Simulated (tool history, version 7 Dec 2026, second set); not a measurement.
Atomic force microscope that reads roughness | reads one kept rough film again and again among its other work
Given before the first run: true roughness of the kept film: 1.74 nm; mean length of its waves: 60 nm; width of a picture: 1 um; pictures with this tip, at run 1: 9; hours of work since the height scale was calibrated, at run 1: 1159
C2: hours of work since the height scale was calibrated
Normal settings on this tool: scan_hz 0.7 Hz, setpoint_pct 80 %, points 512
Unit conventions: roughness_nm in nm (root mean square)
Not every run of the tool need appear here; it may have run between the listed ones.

Run 1, hour 0: usual settings; pictures with this tip 9; C2 1159. Result: roughness_nm 1.622 nm (root mean square).
Run 2, hour 16.9: usual settings; pictures with this tip 41; C2 1172. Result: roughness_nm 1.59 nm (root mean square).
Run 3, hour 41: usual settings; pictures with this tip 87; C2 1191. Result: roughness_nm 1.56 nm (root mean square).
Run 4, hour 68.7: usual settings; pictures with this tip 139; C2 1213. Result: roughness_nm 1.528 nm (root mean square).
At hour 78.6: new tip fitted.
Run 5, hour 87.5: usual settings; pictures with this tip 17; C2 1228. Result: roughness_nm 1.613 nm (root mean square).
Run 6, hour 104.7: usual settings; pictures with this tip 50; C2 1241. Result: roughness_nm 1.576 nm (root mean square).
Run 7, hour 122.5: usual settings; pictures with this tip 84; C2 1255. Result: roughness_nm 1.564 nm (root mean square).
Run 8, hour 142.3: usual settings; pictures with this tip 121; C2 1271. Result: roughness_nm 1.538 nm (root mean square).
At hour 159.8: new tip fitted.
Run 9, hour 159.8: usual settings but setpoint_pct 58 %; pictures with this tip 0; C2 1284. Result: roughness_nm 1.677 nm (root mean square).
Run 10, hour 199.6: usual settings but setpoint_pct 58 %; pictures with this tip 75; C2 1316. Result: roughness_nm 1.627 nm (root mean square).
Run 11, hour 234.2: usual settings but scan_hz 1.606 Hz; pictures with this tip 141; C2 1343. Result: roughness_nm 1.455 nm (root mean square).
At hour 242.7: new tip fitted.
Run 12, hour 274.3: usual settings but scan_hz 1.606 Hz; pictures with this tip 60; C2 1375. Result: roughness_nm 1.498 nm (root mean square).
Run 13, hour 310.5: usual settings but scan_hz 1.606 Hz; pictures with this tip 128; C2 1403. Result: roughness_nm 1.458 nm (root mean square).
At hour 325: new tip fitted.
Run 14, hour 330.7: usual settings but scan_hz 1.606 Hz; pictures with this tip 11; C2 1419. Result: roughness_nm 1.529 nm (root mean square).
Run 15, hour 370.5: usual settings but scan_hz 1.606 Hz, setpoint_pct 69 %; pictures with this tip 87; C2 1450. Result: roughness_nm 1.542 nm (root mean square).
Run 16, hour 394.5: usual settings but setpoint_pct 57 %; pictures with this tip 132; C2 1469. Result: roughness_nm 1.571 nm (root mean square).
At hour 407.1: new tip fitted.
Run 17, hour 414.9: usual settings but points 1004; pictures with this tip 15; C2 1485. Result: roughness_nm 1.615 nm (root mean square).
Run 18, hour 444: usual settings but points 1004; pictures with this tip 70; C2 1508. Result: roughness_nm 1.587 nm (root mean square).
Run 19, hour 461.2: usual settings but points 1004; pictures with this tip 103; C2 1522. Result: roughness_nm 1.559 nm (root mean square).
At hour 489.1: new tip fitted.
Run 20, hour 496.6: usual settings but points 1004; pictures with this tip 14; C2 1549. Result: roughness_nm 1.613 nm (root mean square).
Run 21, hour 519.7: usual settings but points 1004; pictures with this tip 58; C2 1568. Result: roughness_nm 1.568 nm (root mean square).
Run 22, hour 556.3: usual settings but points 1004; pictures with this tip 128; C2 1597. Result: roughness_nm 1.517 nm (root mean square).
At hour 570.9: new tip fitted.
Run 23, hour 581.5: usual settings but points 258; pictures with this tip 20; C2 1616. Result: roughness_nm 1.597 nm (root mean square).
Run 24, hour 603.6: usual settings; pictures with this tip 62; C2 1634. Result: roughness_nm 1.567 nm (root mean square).
Run 25, hour 626.4: usual settings but setpoint_pct 63 %; pictures with this tip 105; C2 1652. Result: roughness_nm 1.574 nm (root mean square).
At hour 651.8: new tip fitted.
Run 26, hour 659.8: usual settings but setpoint_pct 63 %; pictures with this tip 15; C2 1678. Result: roughness_nm 1.645 nm (root mean square).
Run 27, hour 681.9: usual settings but setpoint_pct 58 %; pictures with this tip 57; C2 1695. Result: roughness_nm 1.649 nm (root mean square).
Run 28, hour 709.2: usual settings but setpoint_pct 70 %; pictures with this tip 109; C2 1717. Result: roughness_nm 1.57 nm (root mean square).
At hour 734.1: new tip fitted.
Run 29, hour 739.4: usual settings but setpoint_pct 58 %, points 352; pictures with this tip 10; C2 1740. Result: roughness_nm 1.648 nm (root mean square).
At hour 748.5: height scale calibrated on a step standard.
Run 30, hour 770.9: usual settings but setpoint_pct 58 %, points 352; pictures with this tip 68; C2 18. Result: roughness_nm 1.625 nm (root mean square).
Run 31, hour 789.6: usual settings but scan_hz 0.565 Hz, setpoint_pct 67 %; pictures with this tip 104; C2 33. Result: roughness_nm 1.591 nm (root mean square).
At hour 815.8: new tip fitted.
Run 32, hour 815.8: usual settings but scan_hz 0.61 Hz, points 322; pictures with this tip 0; C2 53. Result: roughness_nm 1.634 nm (root mean square).
Run 33, hour 835.5: usual settings but scan_hz 1.207 Hz, points 691; pictures with this tip 37; C2 68. Result: roughness_nm 1.569 nm (root mean square).
Run 34, hour 866.2: usual settings but scan_hz 1.207 Hz, points 691; pictures with this tip 96; C2 93. Result: roughness_nm 1.527 nm (root mean square).
Run 35, hour 894.8: usual settings but points 337; pictures with this tip 150; C2 115. Result: roughness_nm 1.526 nm (root mean square).
At hour 897.1: new tip fitted.
Run 36, hour 912.7: usual settings but points 337; pictures with this tip 30; C2 129. Result: roughness_nm 1.618 nm (root mean square).
Run 37, hour 931: usual settings but scan_hz 3 Hz, points 492; pictures with this tip 65; C2 144. Result: roughness_nm 1.401 nm (root mean square).
Run 38, hour 951.1: usual settings but scan_hz 1.257 Hz, points 473; pictures with this tip 103; C2 160. Result: roughness_nm 1.502 nm (root mean square).
At hour 979.5: new tip fitted.
Run 39, hour 989.6: usual settings but scan_hz 0.9 Hz, setpoint_pct 64 %, points 356; pictures with this tip 19; C2 190. Result: roughness_nm 1.633 nm (root mean square).
Run 40, hour 1019.4: usual settings but scan_hz 0.91 Hz, setpoint_pct 63 %, points 927; pictures with this tip 76; C2 213. Result: roughness_nm 1.599 nm (root mean square).
Run 41, hour 1048.7: usual settings but setpoint_pct 86 %, points 367; pictures with this tip 132; C2 236. Result: roughness_nm 1.517 nm (root mean square).
At hour 1060.4: new tip fitted.
Run 42, hour 1079: usual settings but scan_hz 0.848 Hz, setpoint_pct 68 %, points 571; pictures with this tip 35; C2 260. Result: roughness_nm 1.625 nm (root mean square).
Run 43, hour 1109.3: usual settings but scan_hz 0.616 Hz, setpoint_pct 68 %, points 571; pictures with this tip 93; C2 284. Result: roughness_nm 1.608 nm (root mean square).
Run 44, hour 1126.3: usual settings but scan_hz 0.839 Hz, points 284; pictures with this tip 125; C2 297. Result: roughness_nm 1.529 nm (root mean square).
At hour 1141.4: new tip fitted.
Run 45, hour 1147.3: usual settings but scan_hz 0.839 Hz, points 284; pictures with this tip 11; C2 314. Result: roughness_nm 1.611 nm (root mean square).
Run 46, hour 1170.3: usual settings but scan_hz 0.839 Hz, setpoint_pct 63 %, points 284; pictures with this tip 55; C2 332. Result: roughness_nm 1.616 nm (root mean square).
Run 47, hour 1198.4: usual settings but scan_hz 0.839 Hz, setpoint_pct 63 %, points 284; pictures with this tip 109; C2 354. Result: roughness_nm 1.579 nm (root mean square).
At hour 1224.7: new tip fitted.
Run 48, hour 1236.9: usual settings but scan_hz 1.056 Hz, setpoint_pct 73 %, points 292; pictures with this tip 23; C2 384. Result: roughness_nm 1.607 nm (root mean square).
Run 49, hour 1275.1: usual settings but scan_hz 0.502 Hz, setpoint_pct 75 %, points 360; pictures with this tip 95; C2 414. Result: roughness_nm 1.592 nm (root mean square).
At hour 1305.8: new tip fitted.
Run 50, hour 1309.2: usual settings but scan_hz 1.842 Hz, setpoint_pct 58 %; pictures with this tip 6; C2 441. Result: roughness_nm 1.628 nm (root mean square).
Run 51, hour 1334.3: usual settings but points 363; pictures with this tip 54; C2 461. Result: roughness_nm 1.595 nm (root mean square).
Run 52, hour 1368.4: usual settings but scan_hz 2.156 Hz, setpoint_pct 86 %, points 504; pictures with this tip 119; C2 488. Result: roughness_nm 1.376 nm (root mean square).

Expected results for the next run?
At hour 1387.3: new tip fitted.
Run 53, hour 1393.5: usual settings but scan_hz 2.587 Hz, setpoint_pct 60 %, points 504; pictures with this tip 12; C2 507. Result: roughness_nm ?.

roughness_nm: 1.603 nm (root mean square)
With the hidden condition absent and the run-to-run variation left alone, this run would have shown roughness_nm 1.623 nm (root mean square).
